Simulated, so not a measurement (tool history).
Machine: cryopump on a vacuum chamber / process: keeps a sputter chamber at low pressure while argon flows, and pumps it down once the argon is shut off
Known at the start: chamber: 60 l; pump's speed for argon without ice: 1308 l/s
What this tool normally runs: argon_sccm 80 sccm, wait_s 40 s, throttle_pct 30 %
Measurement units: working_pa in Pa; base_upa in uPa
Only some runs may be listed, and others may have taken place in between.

run    hour  argon_sccm  wait_s  throttle_pct  working_pa  base_upa
  1     0.0          80      40            30      0.3692      3.00
  2    53.8          65      40            30      0.2984      3.05
  3   122.1          65      40            30      0.3024      2.97
  4   185.1          65      40            33      0.2760      2.97
  5   253.0          65      40            33      0.2811      3.01
  6   322.7          65      40            33      0.2829      3.16
  7   389.0          80      20            30      0.3793      4.97
  8   436.3          80      20            30      0.3839      5.05
  9   517.7          80      20            30      0.3862      5.11
 10   602.7          80      40            30      0.3903      3.21
 11   638.2          80      62            30      0.3873      2.57
 12   706.1          80     177            30      0.3917      1.67
 13   765.0          80     177            30      0.3966      1.71
 14   815.3          80     177            30      0.3948      1.80
 15   853.9          80      40            30      0.4013      3.36
      900.4  -- leaking fittings of the chamber tightened, without venting
 16   910.5          58     157            23      0.3643      0.84
      985.7  -- pump warmed up, emptied and cooled again
 17   994.8          70      58            16      0.5694      1.62
 18  1061.5         131     141            30      0.5700      0.81
 19  1141.1         131     141            30      0.5748      0.90
 20  1197.4         103      34            45      0.3068      2.68
 21  1239.3          33      34            55      0.0807      2.62
 22  1289.7          73      34            26      0.3681      2.58
 23  1362.7         101      40            25      0.5357      2.33
 24  1418.8         101     219            25      0.5379      0.70
 25  1469.9          40      40            30      0.1775      2.32
 26  1541.8          40      40            30      0.1802      2.34
 27  1588.9         135      40            30      0.6077      2.40
 28  1663.5         111     299            46      0.3372      0.64
 29  1746.6         111     299            46      0.3405      0.70
 30  1800.3          54     186            44      0.1725      0.82

Here are 3 independent what-if runs from the current tool condition. What would each one return?
  A  1881.2         144     217            44           ?         ?
  B  1881.2          80      29            24           ?         ?
  C  1881.2         104      40            30           ?         ?

run  working_pa  base_upa
  A      0.4654      0.83
  B      0.4588      3.20
  C      0.4781      2.43
Take away the tool's hidden state, keep each run's random variation, and the runs would have read:
run  working_pa  base_upa
  A      0.4217      0.62
  B      0.4344      2.98
  C      0.4465      2.21
